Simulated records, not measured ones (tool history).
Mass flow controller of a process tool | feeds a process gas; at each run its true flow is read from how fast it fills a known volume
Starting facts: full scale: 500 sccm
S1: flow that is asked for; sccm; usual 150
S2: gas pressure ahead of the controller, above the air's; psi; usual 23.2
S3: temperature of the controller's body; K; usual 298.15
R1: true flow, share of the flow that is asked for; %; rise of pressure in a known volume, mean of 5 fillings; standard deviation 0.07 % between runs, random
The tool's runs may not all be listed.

| run | hour | S1 | S2 | S3 | R1 |
|---|---|---|---|---|---|
| 1 | 0 | 150 | 23.2 | 298.15 | 101.89 |
| 2 | 84.7 | 150 | 23.2 | 298.15 | 102.07 |
| 3 | 190.9 | 150 | 23.2 | 298.15 | 102.11 |
| 4 | 336.7 | 150 | 23.2 | 298.15 | 102.13 |
| 5 | 474.9 | 150 | 23.2 | 312.15 | 100.63 |
| 6 | 626 | 455 | 23.2 | 312.15 | 100.95 |
| 7 | 780.3 | 150 | 23.2 | 297.15 | 102.59 |
| 8 | 922.2 | 150 | 23.2 | 297.15 | 102.56 |
| 9 | 1058.8 | 150 | 23.2 | 297.15 | 102.67 |
| 10 | 1142 | 69 | 23.2 | 297.15 | 104.9 |
| 11 | 1236.1 | 69 | 23.2 | 297.15 | 104.87 |
| 12 | 1371.3 | 150 | 23.2 | 305.15 | 101.95 |
| 13 | 1494.5 | 150 | 23.2 | 305.15 | 102.03 |
|  | 1503.2 | controller's zero set anew |
| 14 | 1598.5 | 72 | 23.2 | 305.15 | 105.91 |
| 15 | 1751.5 | 72 | 23.2 | 305.15 | 105.97 |
| 16 | 1839.8 | 72 | 23.2 | 305.15 | 106.1 |
|  | 1906.8 | controller's zero set anew, once more |
| 17 | 1961.7 | 150 | 23.2 | 297.15 | 101.02 |
| 18 | 2052.9 | 150 | 22.5 | 297.15 | 101.23 |
| 19 | 2153.7 | 150 | 22.5 | 297.15 | 101.18 |
| 20 | 2268 | 150 | 22.5 | 297.15 | 101.19 |
| 21 | 2406.9 | 150 | 22.5 | 297.15 | 101.29 |
| 22 | 2549.8 | 150 | 22.5 | 297.15 | 101.43 |
| 23 | 2673.9 | 150 | 23.2 | 296.15 | 101.53 |
| 24 | 2793.5 | 150 | 23.2 | 298.15 | 101.27 |
| 25 | 2950.2 | 197 | 27.3 | 298.15 | 101.43 |
| 26 | 3042.1 | 264 | 38.3 | 310.15 | 99.86 |
| 27 | 3161.9 | 264 | 38.3 | 310.15 | 99.96 |
| 28 | 3309.3 | 243 | 31.2 | 300.15 | 101.42 |
| 29 | 3373.7 | 243 | 31.5 | 301.15 | 101.39 |

Predict the results of run 30:
| 30 | 3461.6 | 102 | 22.9 | 312.15 | ? |

R1: 100.26 %
Minus the tool's unlogged condition, the same run would have read R1 96.89 %.
